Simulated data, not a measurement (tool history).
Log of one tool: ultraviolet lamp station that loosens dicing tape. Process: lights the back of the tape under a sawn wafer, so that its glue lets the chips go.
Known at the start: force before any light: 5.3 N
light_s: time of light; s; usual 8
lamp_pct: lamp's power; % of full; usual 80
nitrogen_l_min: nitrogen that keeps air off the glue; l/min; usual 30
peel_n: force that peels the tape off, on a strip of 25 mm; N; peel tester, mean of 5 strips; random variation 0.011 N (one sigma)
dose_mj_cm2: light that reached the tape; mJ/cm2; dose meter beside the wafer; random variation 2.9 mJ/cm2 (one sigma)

run 1 hour=0 | light_s=8 lamp_pct=80 nitrogen_l_min=30 | peel_n=1.259 dose_mj_cm2=227
-- hour=27.5 window cleaned of glue's vapour
run 2 hour=33.6 | light_s=8 lamp_pct=90 nitrogen_l_min=30 | peel_n=0.869 dose_mj_cm2=293
-- hour=62.4 lamp changed
run 3 hour=86.7 | light_s=8 lamp_pct=63 nitrogen_l_min=30 | peel_n=0.776 dose_mj_cm2=306
run 4 hour=144.2 | light_s=8 lamp_pct=80 nitrogen_l_min=30 | peel_n=0.549 dose_mj_cm2=380
run 5 hour=174.4 | light_s=8 lamp_pct=80 nitrogen_l_min=30 | peel_n=0.569 dose_mj_cm2=372
run 6 hour=213.4 | light_s=8 lamp_pct=80 nitrogen_l_min=30 | peel_n=0.599 dose_mj_cm2=367
run 7 hour=255.1 | light_s=8 lamp_pct=80 nitrogen_l_min=30 | peel_n=0.606 dose_mj_cm2=360
run 8 hour=291.1 | light_s=8 lamp_pct=80 nitrogen_l_min=30 | peel_n=0.607 dose_mj_cm2=354
run 9 hour=346.4 | light_s=8 lamp_pct=80 nitrogen_l_min=30 | peel_n=0.616 dose_mj_cm2=344
run 10 hour=372.3 | light_s=8 lamp_pct=80 nitrogen_l_min=15 | peel_n=1.039 dose_mj_cm2=342
run 11 hour=399.1 | light_s=8 lamp_pct=80 nitrogen_l_min=30 | peel_n=0.664 dose_mj_cm2=335
run 12 hour=438.9 | light_s=8 lamp_pct=88 nitrogen_l_min=30 | peel_n=0.586 dose_mj_cm2=366
run 13 hour=467.5 | light_s=8 lamp_pct=88 nitrogen_l_min=30 | peel_n=0.6 dose_mj_cm2=359
-- hour=496.5 window cleaned of glue's vapour
run 14 hour=519.9 | light_s=6 lamp_pct=81 nitrogen_l_min=30 | peel_n=0.879 dose_mj_cm2=276
run 15 hour=557.9 | light_s=8 lamp_pct=89 nitrogen_l_min=35 | peel_n=0.468 dose_mj_cm2=402
run 16 hour=613.3 | light_s=8 lamp_pct=89 nitrogen_l_min=35 | peel_n=0.477 dose_mj_cm2=399
run 17 hour=641.2 | light_s=9 lamp_pct=99 nitrogen_l_min=11 | peel_n=0.762 dose_mj_cm2=481
run 18 hour=693.3 | light_s=13 lamp_pct=85 nitrogen_l_min=11 | peel_n=0.539 dose_mj_cm2=588
run 19 hour=739.9 | light_s=11 lamp_pct=94 nitrogen_l_min=11 | peel_n=0.613 dose_mj_cm2=531
run 20 hour=796.6 | light_s=11 lamp_pct=94 nitrogen_l_min=11 | peel_n=0.621 dose_mj_cm2=521
run 21 hour=829.5 | light_s=11 lamp_pct=83 nitrogen_l_min=58 | peel_n=0.287 dose_mj_cm2=449
run 22 hour=876.2 | light_s=11 lamp_pct=64 nitrogen_l_min=57 | peel_n=0.464 dose_mj_cm2=344
run 23 hour=927.2 | light_s=11 lamp_pct=64 nitrogen_l_min=9 | peel_n=1.403 dose_mj_cm2=331

Forecast each of these 4 alternatives for the next run:
-- hour=963.4 window cleaned of glue's vapour
run A hour=963.4 | light_s=10 lamp_pct=94 nitrogen_l_min=44 | peel_n=? dose_mj_cm2=?
-- hour=963.4 window cleaned of glue's vapour
run B hour=963.4 | light_s=5 lamp_pct=80 nitrogen_l_min=38 | peel_n=? dose_mj_cm2=?
-- hour=963.4 window cleaned of glue's vapour
run C hour=963.4 | light_s=13 lamp_pct=68 nitrogen_l_min=13 | peel_n=? dose_mj_cm2=?
-- hour=963.4 window cleaned of glue's vapour
run D hour=963.4 | light_s=11 lamp_pct=77 nitrogen_l_min=18 | peel_n=? dose_mj_cm2=?

run=A peel_n=0.294 dose_mj_cm2=509
run=B peel_n=1.155 dose_mj_cm2=219
run=C peel_n=0.645 dose_mj_cm2=484
run=D peel_n=0.545 dose_mj_cm2=462
Without the tool's hidden state the same runs would have given:
run=A peel_n=0.251 dose_mj_cm2=598
run=B peel_n=0.913 dose_mj_cm2=257
run=C peel_n=0.495 dose_mj_cm2=568
run=D peel_n=0.419 dose_mj_cm2=543
